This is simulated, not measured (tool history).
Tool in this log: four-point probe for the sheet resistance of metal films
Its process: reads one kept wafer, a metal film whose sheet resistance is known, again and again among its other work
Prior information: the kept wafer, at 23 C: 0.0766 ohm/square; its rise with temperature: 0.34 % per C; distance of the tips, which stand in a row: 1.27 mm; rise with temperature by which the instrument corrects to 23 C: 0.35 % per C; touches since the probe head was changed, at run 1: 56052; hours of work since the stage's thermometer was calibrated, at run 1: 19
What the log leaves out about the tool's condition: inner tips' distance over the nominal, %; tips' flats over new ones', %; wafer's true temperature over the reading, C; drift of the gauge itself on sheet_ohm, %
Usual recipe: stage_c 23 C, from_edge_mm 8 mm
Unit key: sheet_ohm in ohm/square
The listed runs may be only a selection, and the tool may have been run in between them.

run	hour	stage_c	from_edge_mm	touches since the probe head was changed	hours of work since the stage's thermometer was calibrated	sheet_ohm
1	0	23	8	56052	19	0.077091
2	46.7	23	8	58841	52	0.077043
3	104.9	20	8	62316	93	0.077042
4	166.3	23	8	65980	137	0.077028
5	235.7	23	8	70128	186	0.076988
6	285.1	23	4	73075	221	0.079842
7	358	23	4	77430	273	0.079795
8	427.3	23	41	81569	322	0.075927
9	488.5	23	41	85220	365	0.075892
10	554	23	41	89131	412	0.075879
11	587.3	21	41	91120	435	0.075893

The next listed run, before its measurement:
12	636.2	21	34	94043	470	?

sheet_ohm: 0.075856 ohm/square
With no hidden state in the tool, this same run would have given sheet_ohm 0.076669 ohm/square.
